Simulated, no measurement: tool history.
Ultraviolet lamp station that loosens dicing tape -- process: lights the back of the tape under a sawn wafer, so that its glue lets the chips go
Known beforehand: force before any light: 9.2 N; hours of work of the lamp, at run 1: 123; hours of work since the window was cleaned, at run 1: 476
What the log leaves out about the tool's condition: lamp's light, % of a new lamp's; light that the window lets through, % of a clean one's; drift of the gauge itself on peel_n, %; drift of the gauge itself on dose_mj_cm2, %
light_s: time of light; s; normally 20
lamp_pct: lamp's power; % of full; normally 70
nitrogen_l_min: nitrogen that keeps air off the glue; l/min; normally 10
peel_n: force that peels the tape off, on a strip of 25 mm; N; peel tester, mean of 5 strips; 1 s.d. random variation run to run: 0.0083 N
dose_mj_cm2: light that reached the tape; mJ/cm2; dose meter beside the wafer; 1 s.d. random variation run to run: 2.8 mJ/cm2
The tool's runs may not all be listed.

run,hour,light_s,lamp_pct,nitrogen_l_min,hours of work of the lamp,hours of work since the window was cleaned,peel_n,dose_mj_cm2
1,0,20,70,10,123,476,0.334,399
2,9.1,20,70,10,129,482,0.339,400
3,21.5,34,70,10,138,491,0.12,682
4,31.2,20,71,10,144,497,0.326,413
5,44.8,20,64,10,153,506,0.422,370
6,55.8,20,64,10,161,514,0.413,374
7,67.3,20,63,10,169,522,0.434,358
8,78.8,20,70,10,176,529,0.327,408
9,87.4,20,70,10,182,535,0.339,397
10,93.7,20,70,10,186,539,0.317,400
11,103.6,20,70,10,193,546,0.33,399
12,111,20,71,10,198,551,0.318,411
# hour 112.3: window cleaned of glue's vapour
13,125.4,20,71,10,207,9,0.327,411
14,136.3,20,88,4,215,16,0.396,509
15,143.5,20,61,7,220,21,0.614,351
16,152.4,13,61,7,226,27,1.574,221
17,166.3,14,97,6,235,36,0.545,393
18,176.3,24,71,10,242,43,0.193,495
19,189.3,12,70,6,250,52,1.478,244
20,198.3,12,70,6,256,58,1.456,242
21,207.2,12,84,12,262,64,0.671,289
22,213.4,11,62,10,267,68,1.585,193
23,226.7,15,70,3,276,77,1.551,302

3 ways to go on from here, each from the tool as it stands after run 23. What would each give?
A,239.7,29,70,3,284,86,?,?
B,239.7,10,80,5,284,86,?,?
C,239.7,20,82,9,284,86,?,?

run,peel_n,dose_mj_cm2
A,0.366,584
B,1.764,231
C,0.241,473
Had the tool no hidden state, the same runs would have come out as:
run,peel_n,dose_mj_cm2
A,0.365,585
B,1.759,231
C,0.24,473
